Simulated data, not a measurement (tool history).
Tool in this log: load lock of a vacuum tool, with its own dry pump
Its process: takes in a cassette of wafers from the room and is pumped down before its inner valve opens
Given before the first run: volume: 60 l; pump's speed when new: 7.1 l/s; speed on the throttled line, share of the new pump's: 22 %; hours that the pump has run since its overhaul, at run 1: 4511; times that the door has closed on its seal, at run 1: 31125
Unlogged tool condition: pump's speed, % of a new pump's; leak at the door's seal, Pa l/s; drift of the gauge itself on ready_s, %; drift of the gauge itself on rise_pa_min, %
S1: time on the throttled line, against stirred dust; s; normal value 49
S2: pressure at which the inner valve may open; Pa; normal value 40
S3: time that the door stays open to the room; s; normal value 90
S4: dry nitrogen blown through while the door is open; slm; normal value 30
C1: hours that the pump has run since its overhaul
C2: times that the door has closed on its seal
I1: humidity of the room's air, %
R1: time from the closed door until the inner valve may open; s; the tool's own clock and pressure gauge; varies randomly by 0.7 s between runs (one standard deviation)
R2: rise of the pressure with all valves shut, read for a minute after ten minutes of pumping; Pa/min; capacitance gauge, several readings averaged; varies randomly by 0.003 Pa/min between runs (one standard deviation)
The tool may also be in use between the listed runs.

run,hour,S1,S2,S3,S4,C1,C2,I1,R1,R2
1,0.0,49,40,90,30,4511,31125,46.6,107.4,0.337
2,532.5,49,40,90,30,5044,33568,45.9,107.1,0.387
3,985.5,49,40,90,30,5497,35646,41.2,108.9,0.406
4,1459.3,49,40,90,30,5971,37819,44.9,107.9,0.441
5,1729.1,49,40,90,30,6241,39057,42.8,107.8,0.466
6,2061.5,49,40,90,30,6573,40582,45.5,109.5,0.505
7,2612.1,49,40,90,30,7123,43107,46.3,108.4,0.541
8,3165.4,49,40,90,30,7677,45645,46.3,108.3,0.590
9,3585.0,49,40,90,30,8096,47570,47.0,108.8,0.639
10,4051.9,49,40,90,30,8563,49711,46.3,108.3,0.671
# hour 4227.1: door's seal changed, seat wiped
11,4337.0,49,40,90,30,8847,504,45.4,108.8,0.015
12,4598.1,49,40,90,30,9108,1702,46.2,108.0,0.026
13,5121.8,49,34,90,30,9632,4104,46.2,108.8,0.041
14,5515.0,65,40,90,30,10025,5908,42.2,121.3,0.043
15,6006.6,49,40,27,30,10516,8163,47.1,109.5,0.053
16,6390.7,49,40,27,30,10901,9925,42.7,109.1,0.062
17,6684.3,49,40,37,30,11194,11271,48.9,109.9,0.079
18,7188.1,49,40,37,30,11698,13583,44.5,110.3,0.097
19,7579.7,56,61,130,10,12090,15379,45.8,110.3,0.130
20,8099.3,62,72,139,42,12609,17762,42.6,114.9,0.140
21,8451.2,62,72,116,27,12961,19376,46.8,114.5,0.159
22,8969.9,65,75,115,8,13480,21756,44.5,115.6,0.195
23,9508.1,42,75,220,21,14018,24224,45.0,99.4,0.221
24,10045.9,42,75,220,21,14556,26691,44.1,99.4,0.249
25,10577.3,42,75,220,21,15087,29129,49.5,99.3,0.282
26,11115.2,42,75,220,21,15625,31596,45.9,100.6,0.324
27,11356.3,42,75,141,37,15866,32702,48.5,99.7,0.315
28,11678.4,42,75,141,37,16188,34180,43.0,101.1,0.335
29,12163.8,31,65,102,37,16674,36406,43.2,93.3,0.359
30,12686.7,31,65,102,37,17197,38805,45.0,94.6,0.406
31,13231.7,49,34,208,29,17742,41305,44.5,113.7,0.469
32,13649.5,49,47,208,30,18159,43221,42.3,112.2,0.495

Estimate the outcome of run 33 from the log above:
33,13949.8,49,47,208,30,18460,44599,44.1,?,?

Run 33 came out at R1 110.4 s, R2 0.541 Pa/min.
The same run, on a tool lacking any hidden state, would have yielded R1 103.3 s, R2 0.036 Pa/min.
